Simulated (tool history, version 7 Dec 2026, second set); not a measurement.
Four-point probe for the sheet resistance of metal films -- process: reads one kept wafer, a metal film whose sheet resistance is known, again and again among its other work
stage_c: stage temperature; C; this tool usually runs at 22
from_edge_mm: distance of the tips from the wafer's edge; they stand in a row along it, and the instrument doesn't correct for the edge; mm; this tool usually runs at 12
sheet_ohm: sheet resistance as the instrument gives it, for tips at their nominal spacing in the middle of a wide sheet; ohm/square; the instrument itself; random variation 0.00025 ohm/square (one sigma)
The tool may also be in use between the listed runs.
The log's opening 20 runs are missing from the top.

Run 21, hour 1055.6: usual settings. Result: sheet_ohm 1.278012 ohm/square.
Run 22, hour 1113.1: usual settings but stage_c 31 C. Result: sheet_ohm 1.287842 ohm/square.
Run 23, hour 1147.0: usual settings but stage_c 26 C, from_edge_mm 5 mm. Result: sheet_ohm 1.304288 ohm/square.
Run 24, hour 1176.7: usual settings but stage_c 26 C, from_edge_mm 6 mm. Result: sheet_ohm 1.296923 ohm/square.
Run 25, hour 1241.8: usual settings but stage_c 26 C, from_edge_mm 6 mm. Result: sheet_ohm 1.296419 ohm/square.
Run 26, hour 1289.6: usual settings but stage_c 26 C, from_edge_mm 4 mm. Result: sheet_ohm 1.319213 ohm/square.
Run 27, hour 1349.7: usual settings but stage_c 26 C, from_edge_mm 4 mm. Result: sheet_ohm 1.318825 ohm/square.
Run 28, hour 1406.6: usual settings but stage_c 26 C, from_edge_mm 4 mm. Result: sheet_ohm 1.318072 ohm/square.
Run 29, hour 1441.9: usual settings but stage_c 21 C, from_edge_mm 55 mm. Result: sheet_ohm 1.272119 ohm/square.
Run 30, hour 1488.2: usual settings but stage_c 27 C, from_edge_mm 7 mm. Result: sheet_ohm 1.292186 ohm/square.
Run 31, hour 1528.9: usual settings but stage_c 27 C, from_edge_mm 7 mm. Result: sheet_ohm 1.292236 ohm/square.
Run 32, hour 1559.6: usual settings but stage_c 35 C, from_edge_mm 3 mm. Result: sheet_ohm 1.358602 ohm/square.
Run 33, hour 1628.4: usual settings but stage_c 24 C, from_edge_mm 21 mm. Result: sheet_ohm 1.275876 ohm/square.

Predict the results of run 34:
Run 34, hour 1657.7: usual settings but stage_c 24 C, from_edge_mm 21 mm. Result: sheet_ohm ?.

For run 34 the tool returned sheet_ohm 1.276390 ohm/square.
With the hidden condition absent and the run-to-run variation left alone, this run would have shown sheet_ohm 1.273905 ohm/square.

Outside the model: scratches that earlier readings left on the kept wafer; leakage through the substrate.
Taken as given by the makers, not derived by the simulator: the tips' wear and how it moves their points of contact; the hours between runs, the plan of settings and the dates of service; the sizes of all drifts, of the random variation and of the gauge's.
